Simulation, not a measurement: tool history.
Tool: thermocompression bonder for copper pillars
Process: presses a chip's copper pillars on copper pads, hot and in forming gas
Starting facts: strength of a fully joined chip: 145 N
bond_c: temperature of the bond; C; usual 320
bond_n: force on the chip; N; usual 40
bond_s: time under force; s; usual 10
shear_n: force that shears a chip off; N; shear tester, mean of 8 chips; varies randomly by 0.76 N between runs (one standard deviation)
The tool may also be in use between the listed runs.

run,hour,bond_c,bond_n,bond_s,shear_n
1,0.0,320,40,10,56.5
2,55.8,320,40,10,57.9
3,99.8,320,40,10,58.1
4,151.1,320,40,10,57.8
5,179.4,320,40,10,58.0
6,208.0,320,40,15,65.7
7,254.3,320,40,15,65.5
# hour 268.7: forming gas filter changed
8,307.3,320,40,15,67.1
9,360.1,320,25,10,32.4
10,398.5,320,25,10,32.1
11,447.6,320,25,10,31.5
12,493.2,320,25,10,31.8
13,545.1,320,34,10,46.0
# hour 550.9: forming gas filter changed
14,583.7,320,40,10,57.4
15,626.3,320,40,10,56.9
16,660.5,320,40,10,56.7
17,693.3,320,30,10,41.1
18,727.1,320,40,10,56.5
19,774.1,320,40,10,57.4
20,822.3,320,40,10,55.7
# hour 830.6: forming gas filter changed
# hour 866.6: heater calibrated with a thermocouple chip
21,866.6,297,49,10,55.0
22,904.0,303,49,10,57.7
23,932.4,296,49,17,62.8
24,982.7,308,51,30,91.4
25,1010.0,337,26,28,62.1
26,1053.2,324,24,7,26.8
27,1106.4,323,24,20,42.8
# hour 1114.3: forming gas filter changed
28,1151.6,323,24,20,43.1
29,1187.5,323,25,6,27.1
30,1212.8,323,25,6,26.1
31,1239.5,323,31,6,35.3
32,1279.0,323,31,6,34.9
33,1332.7,327,40,14,69.3
34,1357.5,321,40,20,72.9
35,1381.3,349,40,12,82.5
# hour 1396.8: forming gas filter changed
36,1438.4,349,40,12,83.6
37,1492.6,349,46,25,114.5
38,1525.8,316,53,25,96.4
39,1566.8,303,53,25,85.2

Below are 4 alternative next runs, each starting from the tool's condition after run 39. Predict each:
A,1606.4,339,53,24,?
B,1606.4,318,53,21,?
C,1606.4,332,29,20,?
D,1606.4,324,52,12,?

run,shear_n
A,111.4
B,94.0
C,59.5
D,84.0
With no hidden state in the tool, these same runs would have given:
run,shear_n
A,112.0
B,94.6
C,59.9
D,84.5
